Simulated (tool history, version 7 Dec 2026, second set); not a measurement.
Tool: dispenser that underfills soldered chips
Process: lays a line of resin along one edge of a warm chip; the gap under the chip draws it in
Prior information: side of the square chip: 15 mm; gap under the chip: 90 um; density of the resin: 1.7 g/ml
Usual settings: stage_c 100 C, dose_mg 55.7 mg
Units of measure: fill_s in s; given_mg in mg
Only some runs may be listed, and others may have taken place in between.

Run 1, hour 0.0: usual settings. Result: fill_s 171.3 s, given_mg 53.44 mg.
Run 2, hour 3.5: usual settings. Result: fill_s 196.7 s, given_mg 54.10 mg.
At hour 9.6: dispensing valve cleaned and set on the balance.
At hour 10.9: new syringe of resin.
Run 3, hour 11.3: usual settings. Result: fill_s 140.4 s, given_mg 55.52 mg.
Run 4, hour 16.4: usual settings but dose_mg 56.0 mg. Result: fill_s 170.9 s, given_mg 55.66 mg.
Run 5, hour 20.5: usual settings but dose_mg 56.0 mg. Result: fill_s 205.9 s, given_mg 55.52 mg.
Run 6, hour 25.0: usual settings but dose_mg 56.0 mg. Result: fill_s 237.4 s, given_mg 55.39 mg.
At hour 26.3: new syringe of resin.
Run 7, hour 33.1: usual settings but dose_mg 56.0 mg. Result: fill_s 179.4 s, given_mg 55.66 mg.
Run 8, hour 40.0: usual settings. Result: fill_s 235.1 s, given_mg 54.96 mg.
At hour 41.9: new syringe of resin.
Run 9, hour 45.0: usual settings. Result: fill_s 155.9 s, given_mg 54.17 mg.
Run 10, hour 49.1: usual settings. Result: fill_s 183.3 s, given_mg 54.02 mg.
Run 11, hour 53.4: usual settings. Result: fill_s 211.9 s, given_mg 54.28 mg.
At hour 57.5: new syringe of resin.
Run 12, hour 60.1: usual settings. Result: fill_s 154.1 s, given_mg 54.23 mg.
Run 13, hour 63.4: usual settings. Result: fill_s 175.9 s, given_mg 54.02 mg.
Run 14, hour 69.9: usual settings but stage_c 88 C, dose_mg 72.4 mg. Result: fill_s 337.4 s, given_mg 69.62 mg.
At hour 72.8: new syringe of resin.
At hour 74.2: dispensing valve cleaned and set on the balance.
Run 15, hour 77.7: usual settings but stage_c 98 C, dose_mg 53.8 mg. Result: fill_s 173.4 s, given_mg 53.53 mg.
Run 16, hour 82.1: usual settings but dose_mg 55.1 mg. Result: fill_s 191.9 s, given_mg 55.17 mg.
At hour 89.6: new syringe of resin.
Run 17, hour 90.5: usual settings but stage_c 97 C, dose_mg 58.0 mg. Result: fill_s 157.2 s, given_mg 57.37 mg.
Run 18, hour 94.6: usual settings but stage_c 97 C, dose_mg 55.2 mg. Result: fill_s 182.8 s, given_mg 54.79 mg.
Run 19, hour 99.2: usual settings but stage_c 94 C, dose_mg 48.4 mg. Result: fill_s 250.7 s, given_mg 47.89 mg.
Run 20, hour 103.5: usual settings but stage_c 87 C, dose_mg 71.9 mg. Result: fill_s 363.3 s, given_mg 70.88 mg.
At hour 104.8: new syringe of resin.
Run 21, hour 107.6: usual settings but stage_c 89 C, dose_mg 49.6 mg. Result: fill_s 230.0 s, given_mg 48.48 mg.
Run 22, hour 112.5: usual settings but stage_c 96 C, dose_mg 70.8 mg. Result: fill_s 209.5 s, given_mg 69.43 mg.
Run 23, hour 116.3: usual settings but stage_c 96 C, dose_mg 70.8 mg. Result: fill_s 243.2 s, given_mg 69.10 mg.
At hour 120.1: new syringe of resin.
Run 24, hour 123.5: usual settings but stage_c 96 C, dose_mg 70.8 mg. Result: fill_s 176.7 s, given_mg 68.74 mg.

How would selected steps in fill_s from run to run divide? Give the signed amount a tool lacking its hidden state would still show from settings, what came in and random variation, and the signed amount left for the hidden state, including any gauge scatter that is not in both of the compared results.
Hidden state present: resin's viscosity, % of fresh resin's; dose that the valve gives, % of what is set; true chip temperature over the reading, C; drift of the gauge itself on fill_s, %; drift of the gauge itself on given_mg, %.
Run 13 -> 14: stage_c 100 -> 88, dose_mg 55.7 -> 72.4. fill_s +161.5 s: hidden state +84.9, all else +76.6.
Run 14 -> 15: stage_c 88 -> 98, dose_mg 72.4 -> 53.8, new syringe of resin, dispensing valve cleaned and set on the balance. fill_s -164.0 s: hidden state -96.4, all else -67.6.
Run 20 -> 21: stage_c 87 -> 89, dose_mg 71.9 -> 49.6, new syringe of resin. fill_s -133.3 s: hidden state -122.6, all else -10.7.
